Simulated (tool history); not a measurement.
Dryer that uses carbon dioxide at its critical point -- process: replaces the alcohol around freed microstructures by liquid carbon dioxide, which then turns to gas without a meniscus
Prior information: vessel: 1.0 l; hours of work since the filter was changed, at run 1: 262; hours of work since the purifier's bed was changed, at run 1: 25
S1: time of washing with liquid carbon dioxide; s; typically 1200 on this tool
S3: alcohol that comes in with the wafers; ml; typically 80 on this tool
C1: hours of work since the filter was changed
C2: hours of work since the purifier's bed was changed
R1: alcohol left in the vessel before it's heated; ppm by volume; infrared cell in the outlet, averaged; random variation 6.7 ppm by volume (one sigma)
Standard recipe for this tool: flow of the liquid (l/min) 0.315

{"run": 1, "hour": 0.0, "S1": 1200, "flow of the liquid (l/min)": 0.315, "S3": 80, "C1": 262, "C2": 25, "R1": 653}
{"run": 2, "hour": 13.7, "S1": 1200, "flow of the liquid (l/min)": 0.509, "S3": 80, "C1": 266, "C2": 29, "R1": 54}
{"run": 3, "hour": 43.2, "S1": 900, "flow of the liquid (l/min)": 0.315, "S3": 80, "C1": 275, "C2": 38, "R1": 2188}
{"run": 4, "hour": 57.3, "S1": 1320, "flow of the liquid (l/min)": 0.315, "S3": 80, "C1": 279, "C2": 42, "R1": 427}
{"run": 5, "hour": 79.9, "S1": 1200, "flow of the liquid (l/min)": 0.392, "S3": 80, "C1": 286, "C2": 49, "R1": 247}
{"run": 6, "hour": 94.6, "S1": 1200, "flow of the liquid (l/min)": 0.315, "S3": 80, "C1": 291, "C2": 54, "R1": 730}
{"run": 7, "hour": 110.5, "S1": 1200, "flow of the liquid (l/min)": 0.315, "S3": 80, "C1": 296, "C2": 58, "R1": 717}
{"run": 8, "hour": 135.4, "S1": 1320, "flow of the liquid (l/min)": 0.324, "S3": 25, "C1": 303, "C2": 66, "R1": 160}
{"run": 9, "hour": 152.7, "S1": 1320, "flow of the liquid (l/min)": 0.324, "S3": 25, "C1": 309, "C2": 71, "R1": 164}
{"run": 10, "hour": 182.7, "S1": 1380, "flow of the liquid (l/min)": 0.324, "S3": 71, "C1": 318, "C2": 80, "R1": 335}
{"hour": 187.5, "done": "inlet filter changed"}
{"run": 11, "hour": 213.5, "S1": 1740, "flow of the liquid (l/min)": 0.315, "S3": 65, "C1": 8, "C2": 90, "R1": 69}

Hidden state at the last listed run before each entry between runs and at the first one after, where it differs:
Logged between run 10 and run 11: inlet filter changed (hour 187.5)
  flow that reaches the vessel past the clogged filter, %: 83.2 -> 99.5; alcohol in the recycled carbon dioxide, ppm: 44.9 -> 49.5
  the result without the hidden state subtracted from the measured one, R1: +233 -> +46 ppm by volume
